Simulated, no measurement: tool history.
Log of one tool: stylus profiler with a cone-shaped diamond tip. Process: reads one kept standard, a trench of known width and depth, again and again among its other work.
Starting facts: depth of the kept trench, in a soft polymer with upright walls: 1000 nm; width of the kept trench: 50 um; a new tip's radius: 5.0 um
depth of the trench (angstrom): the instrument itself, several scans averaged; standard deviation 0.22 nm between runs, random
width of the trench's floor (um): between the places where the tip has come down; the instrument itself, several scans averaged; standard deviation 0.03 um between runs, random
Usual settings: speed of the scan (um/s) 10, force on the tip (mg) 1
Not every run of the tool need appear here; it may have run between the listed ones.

| run | day | speed of the scan (um/s) | force on the tip (mg) | depth of the trench (angstrom) | width of the trench's floor (um) |
|---|---|---|---|---|---|
| 1 | 0 | 10 | 1 | 10014.4 | 41.35 |
| 2 | 0.658 | 10 | 1 | 10008.5 | 41.25 |
| 3 | 1.658 | 25 | 1 | 10006 | 41.16 |
| 4 | 2.304 | 25 | 1 | 10012.5 | 41.17 |
| 5 | 3.521 | 10 | 1 | 10009.4 | 41.19 |
| 6 | 4.546 | 33 | 1 | 10012.3 | 41.02 |
| 7 | 5.7 | 10 | 0.45 | 10001.5 | 41.08 |
| 8 | 6.908 | 6 | 1 | 10016.7 | 41.08 |
| 9 | 8.146 | 10 | 0.65 | 10000.3 | 40.98 |
| 10 | 8.821 | 10 | 0.65 | 10004.7 | 40.99 |
| 11 | 9.608 | 10 | 0.65 | 10004.5 | 41.02 |
| 12 | 10.658 | 10 | 1 | 10004.8 | 40.96 |
| 13 | 11.283 | 10 | 1 | 10012.1 | 40.87 |
| 14 | 12.483 | 10 | 1 | 10004.5 | 40.84 |
| 15 | 13.071 | 10 | 1 | 10009.3 | 40.82 |
| 16 | 14.2 | 10 | 1 | 10006.7 | 40.77 |
| 17 | 15.329 | 10 | 2.04 | 10025.5 | 40.76 |
| 18 | 16.446 | 10 | 2.04 | 10026.1 | 40.75 |
| 19 | 17.254 | 10 | 2.04 | 10027.9 | 40.7 |
| 20 | 17.833 | 10 | 1 | 10009.1 | 40.71 |
| 21 | 18.475 | 10 | 1 | 10007.5 | 40.66 |
| 22 | 19.404 | 10 | 1 | 10005.7 | 40.62 |
| 23 | 20.683 | 10 | 1 | 10008.1 | 40.55 |
| 24 | 21.429 | 28 | 2.34 | 10029.9 | 40.46 |
| 25 | 22.158 | 28 | 2.34 | 10029.2 | 40.46 |
| 26 | 22.933 | 4 | 1.51 | 10015.7 | 40.42 |
| 27 | 23.629 | 24 | 1.51 | 10014.2 | 40.42 |
| 28 | 24.688 | 24 | 1.51 | 10013.7 | 40.37 |
| 29 | 25.342 | 12 | 1.67 | 10015.1 | 40.33 |
| 30 | 26.508 | 10 | 0.49 | 9994.7 | 40.29 |
| 31 | 27.55 | 2 | 1.43 | 10013.3 | 40.33 |
| 32 | 28.592 | 27 | 2.13 | 10022.4 | 40.16 |
| 33 | 29.333 | 27 | 2.13 | 10021.9 | 40.23 |
| 34 | 30.225 | 27 | 2.13 | 10027.1 | 40.15 |
| 35 | 30.933 | 16 | 2.46 | 10033.7 | 40.09 |
| 36 | 32.283 | 9 | 1.56 | 10013.1 | 40.13 |
| 37 | 33.388 | 10 | 0.85 | 9999.4 | 40.08 |
| 38 | 34.633 | 10 | 0.85 | 9995.8 | 40.06 |
| 39 | 35.625 | 19 | 0.85 | 9999.3 | 39.95 |
| 40 | 36.321 | 22 | 0.41 | 9986.6 | 39.83 |
| 41 | 37.25 | 22 | 0.41 | 9986.8 | 39.82 |
| 42 | 37.838 | 3 | 0.41 | 9989.1 | 39.92 |
| 43 | 39.129 | 5 | 0.5 | 9986.8 | 39.94 |
| 44 | 40.154 | 16 | 0.39 | 9986.5 | 39.73 |
| 45 | 41.346 | 18 | 0.84 | 9995.1 | 39.75 |

Difference, measured minus no-hidden-state, one row per run. Run-to-run variation is common to both terms; the gauge's own scatter need not be:
Unlogged tool condition in this case: radius of the tip, um; height scale over the true one, %; drift of the gauge itself on depth_nm, %; drift of the gauge itself on floor_um, %.
| run | depth of the trench (angstrom) | width of the trench's floor (um) |
|---|---|---|
| 1 | -18.5 | -2.63 |
| 2 | -18.6 | -2.65 |
| 3 | -18.8 | -2.69 |
| 4 | -19.1 | -2.71 |
| 5 | -19.4 | -2.76 |
| 6 | -19.7 | -2.8 |
| 7 | -20.1 | -2.84 |
| 8 | -20.4 | -2.88 |
| 9 | -20.7 | -2.93 |
| 10 | -20.9 | -2.96 |
| 11 | -21.2 | -2.98 |
| 12 | -21.5 | -3.02 |
| 13 | -21.7 | -3.04 |
| 14 | -22 | -3.09 |
| 15 | -22.1 | -3.11 |
| 16 | -22.5 | -3.16 |
| 17 | -22.8 | -3.21 |
| 18 | -23.1 | -3.24 |
| 19 | -23.4 | -3.27 |
| 20 | -23.5 | -3.29 |
| 21 | -23.8 | -3.31 |
| 22 | -24 | -3.35 |
| 23 | -24.4 | -3.4 |
| 24 | -24.6 | -3.42 |
| 25 | -24.9 | -3.45 |
| 26 | -25 | -3.48 |
| 27 | -25.2 | -3.5 |
| 28 | -25.5 | -3.54 |
| 29 | -25.8 | -3.57 |
| 30 | -26.1 | -3.61 |
| 31 | -26.4 | -3.65 |
| 32 | -26.8 | -3.69 |
| 33 | -27 | -3.71 |
| 34 | -27.2 | -3.75 |
| 35 | -27.4 | -3.77 |
| 36 | -27.7 | -3.81 |
| 37 | -28 | -3.85 |
| 38 | -28.4 | -3.89 |
| 39 | -28.7 | -3.93 |
| 40 | -29 | -3.95 |
| 41 | -29.2 | -3.98 |
| 42 | -29.4 | -4 |
| 43 | -29.7 | -4.04 |
| 44 | -30 | -4.08 |
| 45 | -30.4 | -4.12 |
